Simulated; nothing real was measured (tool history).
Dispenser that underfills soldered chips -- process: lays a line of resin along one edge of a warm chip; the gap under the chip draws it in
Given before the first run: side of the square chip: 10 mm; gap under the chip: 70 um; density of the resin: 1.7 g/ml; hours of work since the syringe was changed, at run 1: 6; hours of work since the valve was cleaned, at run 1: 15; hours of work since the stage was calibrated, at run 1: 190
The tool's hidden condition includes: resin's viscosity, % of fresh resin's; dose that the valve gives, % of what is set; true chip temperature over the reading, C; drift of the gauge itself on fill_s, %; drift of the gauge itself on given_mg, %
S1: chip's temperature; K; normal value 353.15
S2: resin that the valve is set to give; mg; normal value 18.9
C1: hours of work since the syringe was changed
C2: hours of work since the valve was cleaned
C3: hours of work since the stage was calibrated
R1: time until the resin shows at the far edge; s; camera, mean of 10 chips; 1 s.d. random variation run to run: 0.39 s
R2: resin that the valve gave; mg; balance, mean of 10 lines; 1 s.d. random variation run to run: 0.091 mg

run	day	S1	S2	C1	C2	C3	R1	R2
1	0.000	353.15	18.9	6	15	190	33.8	18.72
# day 0.225: new syringe of resin
2	0.417	353.15	18.9	3	21	196	29.3	18.64
3	0.775	353.15	18.9	9	27	202	43.6	18.40
# day 0.808: new syringe of resin
4	1.008	366.15	18.9	3	31	206	17.1	18.37
5	1.183	366.15	18.9	6	33	208	20.9	18.52
# day 1.396: new syringe of resin
6	1.542	366.15	18.9	2	39	214	16.0	18.34
7	1.771	365.15	18.9	6	42	217	20.7	18.41
# day 1.996: new syringe of resin
8	2.129	365.15	18.9	2	48	223	16.1	18.21
9	2.325	353.15	18.9	5	51	226	33.1	18.06
10	2.521	353.15	18.9	8	54	229	40.8	18.12
# day 2.575: new syringe of resin
11	2.746	353.15	18.9	3	58	233	28.5	17.98
12	2.979	353.15	18.9	6	61	236	35.7	17.96
# day 3.158: new syringe of resin
13	3.312	353.15	18.9	2	67	241	28.3	17.89
14	3.558	353.15	18.9	6	70	245	36.0	17.88
15	3.717	353.15	18.9	9	73	248	42.3	17.93
# day 3.750: new syringe of resin
16	4.017	353.15	18.9	4	78	252	31.1	17.70
17	4.283	366.15	16.2	8	82	257	24.7	15.09
# day 4.342: new syringe of resin
18	4.658	366.15	16.2	5	88	263	19.7	15.14
# day 4.929: new syringe of resin
19	4.979	366.15	16.2	1	92	267	15.3	14.85
20	5.275	367.15	16.2	6	97	272	19.5	14.98
# day 5.504: new syringe of resin
21	5.629	349.15	24.3	2	103	278	31.5	22.45
22	5.854	362.15	24.5	6	106	281	23.0	22.68
# day 6.088: new syringe of resin
23	6.142	362.15	24.5	1	111	286	16.0	22.52
24	6.404	359.15	21.8	5	115	290	24.5	19.98
25	6.633	353.15	21.5	9	118	293	40.9	19.41
# day 6.675: new syringe of resin
26	6.846	353.15	21.5	3	122	297	28.0	19.40
27	7.038	354.15	18.9	6	125	300	33.8	17.07
# day 7.254: new syringe of resin
28	7.254	349.15	18.9	0	128	303	27.9	17.16
29	7.567	353.15	22.0	5	133	308	31.8	19.86
# day 7.846: new syringe of resin
30	7.933	353.15	22.0	1	139	314	25.2	19.82
31	8.142	353.15	22.0	5	142	317	31.6	19.59

Had the tool no unlogged condition, and each run kept its random variation, what would the results have been?
run	R1	R2
1	23.7	18.95
2	24.3	18.95
3	24.9	18.79
4	14.1	18.81
5	14.4	19.01
6	14.3	18.92
7	14.4	19.04
8	14.5	18.92
9	24.4	18.82
10	24.5	18.92
11	25.1	18.82
12	24.6	18.86
13	24.7	18.86
14	24.3	18.90
15	24.0	19.00
16	24.4	18.82
17	14.5	16.11
18	14.6	16.23
19	14.7	15.99
20	13.6	16.18
21	29.0	24.35
22	16.7	24.68
23	16.0	24.60
24	18.5	21.90
25	24.1	21.34
26	24.4	21.39
27	23.9	18.86
28	29.7	19.01
29	24.4	22.09
30	24.3	22.16
31	24.5	21.99

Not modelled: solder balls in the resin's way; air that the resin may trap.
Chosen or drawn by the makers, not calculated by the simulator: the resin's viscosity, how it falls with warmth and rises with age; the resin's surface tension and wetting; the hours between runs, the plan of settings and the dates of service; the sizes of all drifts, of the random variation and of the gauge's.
